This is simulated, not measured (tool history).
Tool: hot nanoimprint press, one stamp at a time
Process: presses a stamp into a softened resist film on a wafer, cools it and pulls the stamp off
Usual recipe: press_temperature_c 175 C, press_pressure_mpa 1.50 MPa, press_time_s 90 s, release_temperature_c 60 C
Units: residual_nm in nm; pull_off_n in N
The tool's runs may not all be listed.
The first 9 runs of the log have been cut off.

| run | hour | press_temperature_c | press_pressure_mpa | press_time_s | release_temperature_c | hours of work since the thermocouple was calibrated | imprints on the stamp's release coat | hours of work since the press's seals were changed | residual_nm | pull_off_n |
|---|---|---|---|---|---|---|---|---|---|---|
| 10 | 110.8 | 175 | 1.50 | 90 | 60 | 186 | 264 | 103 | 143.7 | 242 |
| 11 | 125.0 | 181 | 1.50 | 90 | 60 | 192 | 298 | 109 | 109.0 | 227 |
| 12 | 132.9 | 175 | 1.50 | 90 | 60 | 196 | 317 | 113 | 145.2 | 233 |
| 13 | 142.5 | 175 | 1.50 | 90 | 60 | 200 | 340 | 117 | 145.3 | 232 |
| 14 | 154.0 | 175 | 1.50 | 90 | 60 | 205 | 367 | 122 | 145.1 | 231 |
| 15 | 161.3 | 175 | 1.50 | 90 | 60 | 208 | 385 | 125 | 143.8 | 231 |
| 16 | 172.2 | 175 | 1.50 | 90 | 60 | 212 | 410 | 129 | 143.8 | 237 |
| 17 | 188.5 | 175 | 1.09 | 63 | 60 | 219 | 449 | 136 | 193.8 | 236 |
| 18 | 202.5 | 169 | 1.91 | 90 | 66 | 225 | 483 | 142 | 173.5 | 218 |

What will run 19 give?
| 19 | 214.7 | 178 | 2.23 | 157 | 63 | 230 | 512 | 147 | ? | ? |

Logged for run 19: residual_nm 80.6 nm, pull_off_n 236 N.
Had the tool carried no hidden state, the very same run would have given residual_nm 80.7 nm, pull_off_n 236 N.

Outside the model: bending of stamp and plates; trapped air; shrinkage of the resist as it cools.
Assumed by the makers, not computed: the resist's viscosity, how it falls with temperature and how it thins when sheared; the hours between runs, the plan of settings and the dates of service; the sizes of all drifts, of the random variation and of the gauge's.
